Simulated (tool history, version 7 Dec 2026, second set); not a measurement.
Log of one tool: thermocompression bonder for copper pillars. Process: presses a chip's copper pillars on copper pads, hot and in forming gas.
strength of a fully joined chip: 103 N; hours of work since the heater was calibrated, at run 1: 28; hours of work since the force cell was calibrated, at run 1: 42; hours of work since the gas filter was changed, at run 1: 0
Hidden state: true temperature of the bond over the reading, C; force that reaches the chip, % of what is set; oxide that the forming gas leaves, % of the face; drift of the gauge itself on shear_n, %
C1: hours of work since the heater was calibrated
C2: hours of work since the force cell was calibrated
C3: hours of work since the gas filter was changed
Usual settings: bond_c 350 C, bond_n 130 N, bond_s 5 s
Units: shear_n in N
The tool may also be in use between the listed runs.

run 1 day=0.000 | bond_c=350 bond_n=130 bond_s=5 | C1=28 C2=42 C3=0 | shear_n=72.5
run 2 day=0.267 | bond_c=350 bond_n=130 bond_s=5 | C1=31 C2=44 C3=3 | shear_n=72.0
run 3 day=0.675 | bond_c=350 bond_n=130 bond_s=5 | C1=35 C2=48 C3=7 | shear_n=69.7
run 4 day=1.004 | bond_c=350 bond_n=130 bond_s=4 | C1=38 C2=52 C3=10 | shear_n=66.5
run 5 day=1.362 | bond_c=350 bond_n=189 bond_s=4 | C1=41 C2=55 C3=14 | shear_n=77.0
run 6 day=1.921 | bond_c=350 bond_n=87 bond_s=5 | C1=47 C2=61 C3=19 | shear_n=61.3
run 7 day=2.379 | bond_c=350 bond_n=87 bond_s=5 | C1=51 C2=65 C3=23 | shear_n=63.0
run 8 day=2.658 | bond_c=350 bond_n=120 bond_s=5 | C1=54 C2=68 C3=26 | shear_n=68.8
run 9 day=2.988 | bond_c=340 bond_n=130 bond_s=5 | C1=57 C2=71 C3=29 | shear_n=64.4
run 10 day=3.508 | bond_c=350 bond_n=100 bond_s=5 | C1=62 C2=76 C3=34 | shear_n=62.3
run 11 day=4.092 | bond_c=350 bond_n=100 bond_s=5 | C1=68 C2=82 C3=40 | shear_n=64.0
run 12 day=4.621 | bond_c=350 bond_n=100 bond_s=5 | C1=73 C2=87 C3=45 | shear_n=63.7
run 13 day=5.025 | bond_c=350 bond_n=130 bond_s=4 | C1=77 C2=91 C3=49 | shear_n=66.8
run 14 day=5.288 | bond_c=350 bond_n=130 bond_s=4 | C1=79 C2=93 C3=52 | shear_n=66.5
run 15 day=5.783 | bond_c=350 bond_n=130 bond_s=4 | C1=84 C2=98 C3=56 | shear_n=67.7
run 16 day=6.225 | bond_c=344 bond_n=130 bond_s=7 | C1=88 C2=102 C3=61 | shear_n=70.8
run 17 day=6.750 | bond_c=379 bond_n=140 bond_s=13 | C1=94 C2=107 C3=66 | shear_n=92.0
run 18 day=7.158 | bond_c=379 bond_n=140 bond_s=13 | C1=98 C2=111 C3=70 | shear_n=92.4
run 19 day=7.762 | bond_c=353 bond_n=126 bond_s=10 | C1=103 C2=117 C3=76 | shear_n=79.8
run 20 day=8.200 | bond_c=350 bond_n=130 bond_s=14 | C1=108 C2=121 C3=80 | shear_n=83.5
run 21 day=8.508 | bond_c=350 bond_n=130 bond_s=10 | C1=111 C2=124 C3=83 | shear_n=78.3
run 22 day=9.079 | bond_c=350 bond_n=130 bond_s=9 | C1=116 C2=130 C3=88 | shear_n=76.8
run 23 day=9.404 | bond_c=350 bond_n=83 bond_s=7 | C1=119 C2=133 C3=92 | shear_n=61.7
run 24 day=9.738 | bond_c=350 bond_n=83 bond_s=3 | C1=123 C2=136 C3=95 | shear_n=47.4
run 25 day=10.229 | bond_c=350 bond_n=83 bond_s=3 | C1=127 C2=141 C3=100 | shear_n=47.8
run 26 day=10.638 | bond_c=350 bond_n=83 bond_s=3 | C1=131 C2=145 C3=104 | shear_n=48.9
run 27 day=10.888 | bond_c=335 bond_n=138 bond_s=8 | C1=134 C2=148 C3=106 | shear_n=67.4

3 ways to go on from here, each from the tool as it stands after run 27. What would each give?
run A day=11.408 | bond_c=340 bond_n=130 bond_s=6 | C1=139 C2=153 C3=111 | shear_n=?
run B day=11.408 | bond_c=350 bond_n=130 bond_s=13 | C1=139 C2=153 C3=111 | shear_n=?
run C day=11.408 | bond_c=334 bond_n=93 bond_s=8 | C1=139 C2=153 C3=111 | shear_n=?

run=A shear_n=63.3
run=B shear_n=80.1
run=C shear_n=58.0
Without the tool's hidden state the same runs would have given:
run=A shear_n=68.9
run=B shear_n=87.9
run=C shear_n=62.9

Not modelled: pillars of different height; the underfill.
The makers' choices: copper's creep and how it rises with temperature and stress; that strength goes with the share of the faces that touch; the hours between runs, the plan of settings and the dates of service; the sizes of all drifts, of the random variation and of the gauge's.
